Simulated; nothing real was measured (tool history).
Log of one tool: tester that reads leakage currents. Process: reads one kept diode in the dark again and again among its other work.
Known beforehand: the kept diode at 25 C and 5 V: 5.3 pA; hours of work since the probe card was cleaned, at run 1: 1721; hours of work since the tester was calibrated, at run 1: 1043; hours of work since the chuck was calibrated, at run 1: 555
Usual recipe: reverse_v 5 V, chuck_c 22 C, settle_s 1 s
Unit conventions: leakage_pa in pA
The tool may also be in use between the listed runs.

run     day  reverse_v  chuck_c  settle_s  hours of work since the probe card was cleaned  hours of work since the tester was calibrated  hours of work since the chuck was calibrated  leakage_pa
  1       0          5       22         1                                            1721                                           1043                                           555        7.85
  2   1.767          5       22         1                                            1752                                           1074                                           585        7.94
  3     3.6          5       22         1                                            1784                                           1105                                           617        7.92
  4   5.667          5       22         1                                            1820                                           1141                                           653        8.07
  5   7.142       3.04       22         1                                            1845                                           1167                                           679        5.67
  6   9.008      14.23       22         1                                            1878                                           1199                                           711       18.05
  7  10.233          5       22         1                                            1899                                           1220                                           732        8.18
  8    12.2          5       22         1                                            1933                                           1255                                           766        8.15
  9  13.958          5       22         1                                            1963                                           1285                                           797        8.27
 10  16.558          5       22         1                                            2009                                           1330                                           842        8.32
 11  18.375          5       23         1                                            2040                                           1362                                           873        8.78
     18.562  -- tester calibrated
 12  20.258       3.07       22         1                                            2071                                             29                                           905        6.02
 13  21.783          5       22         1                                            2098                                             56                                           931        8.58
 14  23.833          5       22         1                                            2133                                             91                                           967        8.57
 15   26.05          5       25         1                                            2172                                            130                                          1005        9.86
 16  28.458          5       25         1                                            2214                                            172                                          1047         9.9
 17  31.096        9.4       25      2.25                                            2259                                            217                                          1093       14.85
 18    32.4        9.4       25      2.25                                            2282                                            240                                          1115       15.05
     33.046  -- tester calibrated, once more
 19  34.546          5       58         1                                            2318                                             26                                          1151       80.08
 20  37.054          5       53      5.89                                            2361                                             70                                          1195        55.2
 21  39.029       2.78       41      0.87                                            2396                                            104                                          1229       18.19
 22   41.15       2.78       41      0.87                                            2432                                            141                                          1266       18.19
 23  43.325        1.4       38      2.28                                            2470                                            178                                          1304       10.51
 24  45.621        8.6       45      2.28                                            2510                                            218                                          1343       40.68
 25   47.95          5       22      3.23                                            2550                                            259                                          1384        8.46
 26  50.412        6.6       29      3.23                                            2593                                            301                                          1427       13.91
 27  52.008        6.6       29      3.23                                            2621                                            329                                          1454        13.9
 28  53.483       1.48       29      7.15                                            2646                                            355                                          1480        5.55
 29  54.921       4.68       31      0.41                                            2671                                            380                                          1505       13.83
 30  56.621       4.68       31      0.41                                            2701                                            409                                          1534       13.85
 31  58.158       1.86       21      0.41                                            2727                                            436                                          1561        4.71
     59.912  -- chuck's temperature calibrated
 32  60.158      15.96       20      0.39                                            2761                                            469                                             4       28.47

Here are 4 independent what-if runs from the current tool condition. What would each one return?
  A  62.271        2.2       54      0.64                                            2797                                            506                                            41           ?
  B  62.271       4.57       60       1.2                                            2797                                            506                                            41           ?
  C  62.271      15.96       20      5.53                                            2797                                            506                                            41           ?
  D  62.271       8.26       38      1.71                                            2797                                            506                                            41           ?

run  leakage_pa
  A       49.71
  B      101.84
  C        22.8
  D       30.22
What these runs would have given with no unlogged condition in the tool:
run  leakage_pa
  A       47.68
  B       97.58
  C        5.74
  D       21.55
